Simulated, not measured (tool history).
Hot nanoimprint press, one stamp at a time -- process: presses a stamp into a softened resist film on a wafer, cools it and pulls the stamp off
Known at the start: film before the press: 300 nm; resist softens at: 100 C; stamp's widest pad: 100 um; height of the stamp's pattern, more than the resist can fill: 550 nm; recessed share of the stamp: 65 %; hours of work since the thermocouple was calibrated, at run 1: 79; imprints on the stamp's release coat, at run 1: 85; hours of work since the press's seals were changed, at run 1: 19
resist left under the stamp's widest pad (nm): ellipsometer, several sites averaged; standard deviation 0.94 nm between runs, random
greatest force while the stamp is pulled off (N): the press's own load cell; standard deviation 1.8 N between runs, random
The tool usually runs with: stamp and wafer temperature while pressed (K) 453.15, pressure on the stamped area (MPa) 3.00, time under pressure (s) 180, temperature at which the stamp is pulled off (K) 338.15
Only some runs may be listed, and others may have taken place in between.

| run | hour | stamp and wafer temperature while pressed (K) | pressure on the stamped area (MPa) | time under pressure (s) | temperature at which the stamp is pulled off (K) | hours of work since the thermocouple was calibrated | imprints on the stamp's release coat | hours of work since the press's seals were changed | resist left under the stamp's widest pad (nm) | greatest force while the stamp is pulled off (N) |
|---|---|---|---|---|---|---|---|---|---|---|
| 1 | 0.0 | 453.15 | 3.00 | 180 | 338.15 | 79 | 85 | 19 | 135.4 | 149 |
| 2 | 20.2 | 453.15 | 3.00 | 180 | 338.15 | 95 | 188 | 35 | 134.2 | 151 |
| 3 | 35.4 | 453.15 | 3.00 | 180 | 338.15 | 107 | 266 | 47 | 136.1 | 157 |
| 4 | 48.7 | 453.15 | 3.00 | 180 | 331.15 | 117 | 334 | 57 | 135.4 | 168 |
| 5 | 61.8 | 453.15 | 3.00 | 180 | 331.15 | 128 | 400 | 67 | 135.9 | 169 |
| 6 | 89.0 | 453.15 | 4.74 | 180 | 338.15 | 149 | 540 | 89 | 105.1 | 157 |
|  | 113.6 | stamp cleaned and given a new release coat |
| 7 | 114.5 | 453.15 | 4.74 | 180 | 338.15 | 164 | 4 | 104 | 107.3 | 152 |
| 8 | 130.9 | 453.15 | 4.74 | 180 | 338.15 | 177 | 88 | 117 | 105.5 | 151 |
| 9 | 144.2 | 453.15 | 4.74 | 180 | 338.15 | 187 | 156 | 127 | 109.5 | 155 |
| 10 | 167.1 | 448.15 | 3.00 | 180 | 338.15 | 205 | 273 | 145 | 167.0 | 151 |
| 11 | 184.3 | 453.15 | 3.00 | 180 | 330.15 | 219 | 361 | 158 | 139.8 | 170 |
| 12 | 205.3 | 458.15 | 3.00 | 180 | 342.15 | 235 | 468 | 175 | 115.6 | 152 |
| 13 | 219.1 | 458.15 | 3.00 | 180 | 342.15 | 246 | 539 | 186 | 114.1 | 150 |

Run 14 has not been measured yet. What should we expect?
| 14 | 233.1 | 458.15 | 3.00 | 180 | 342.15 | 257 | 610 | 197 | ? | ? |

{"run 14": {"resist left under the stamp's widest pad (nm)": 114.3, "greatest force while the stamp is pulled off (N)": 154}}
With the hidden condition absent and the run-to-run variation left alone, this run would have shown resist left under the stamp's widest pad (nm) 108.4, greatest force while the stamp is pulled off (N) 142.

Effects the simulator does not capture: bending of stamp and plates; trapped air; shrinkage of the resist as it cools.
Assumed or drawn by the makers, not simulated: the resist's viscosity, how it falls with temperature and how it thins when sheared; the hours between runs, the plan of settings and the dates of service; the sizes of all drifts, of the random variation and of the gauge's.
